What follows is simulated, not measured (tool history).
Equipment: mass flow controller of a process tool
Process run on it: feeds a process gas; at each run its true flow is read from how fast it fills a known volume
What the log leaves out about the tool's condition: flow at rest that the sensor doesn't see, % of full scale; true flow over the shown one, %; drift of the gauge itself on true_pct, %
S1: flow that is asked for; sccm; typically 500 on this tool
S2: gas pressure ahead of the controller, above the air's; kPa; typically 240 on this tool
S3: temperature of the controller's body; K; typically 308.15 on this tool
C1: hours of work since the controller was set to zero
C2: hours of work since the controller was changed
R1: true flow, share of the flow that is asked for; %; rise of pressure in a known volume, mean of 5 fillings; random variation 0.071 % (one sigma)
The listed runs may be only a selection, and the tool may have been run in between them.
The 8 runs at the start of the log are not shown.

run    hour   S1   S2      S3    C1    C2     R1
  9   420.0  500  240  308.15   788   788  97.86
 10   483.5  500  240  311.15   831   831  97.78
 11   531.4  500  199  308.15   864   864  97.18
 12   585.7  500  199  308.15   901   901  96.91
      620.2  -- gauge calibrated
 13   644.6  500  240  308.15   942   942  99.42
 14   684.4  500  240  308.15   969   969  99.15
 15   726.5  500  240  308.15   998   998  98.92
 16   760.1  500  240  308.15  1021  1021  99.05
 17   805.8  203  211  310.15  1052  1052  97.80
 18   848.7  421  205  310.15  1081  1081  98.09
 19   916.6  240  205  303.15  1128  1128  97.18
 20   961.9  672  260  303.15  1159  1159  98.64
 21  1003.9  503  240  304.15  1188  1188  97.80
 22  1034.7  312  240  306.15  1209  1209  97.28
 23  1098.6  312  240  306.15  1252  1252  97.05
 24  1164.5  598  160  302.15  1297  1297  96.82
 25  1218.3  243  160  302.15  1334  1334  95.63
 26  1281.0  500  160  298.15  1377  1377  95.99
 27  1321.3  111  197  300.15  1405  1405  95.17
 28  1391.2  111  267  293.15  1453  1453  95.09
     1432.6  -- gauge calibrated
 29  1451.6  118  240  308.15  1494  1494  98.36
 30  1486.6  500  240  304.15  1518  1518  99.05

Branching from run 30: 4 alternative next runs. What would each branch give?
  A  1524.6  119  170  312.15  1544  1544   ?
  B  1524.6  387  245  295.15  1544  1544   ?
  C  1524.6  500  185  301.15  1544  1544   ?
  D  1524.6  500  240  312.15  1544  1544   ?

run     R1
  A  97.79
  B  98.21
  C  98.32
  D  99.28
Stripped of hidden state, with their random variation kept, the same runs would have yielded:
run     R1
  A  98.15
  B  98.56
  C  98.67
  D  99.63
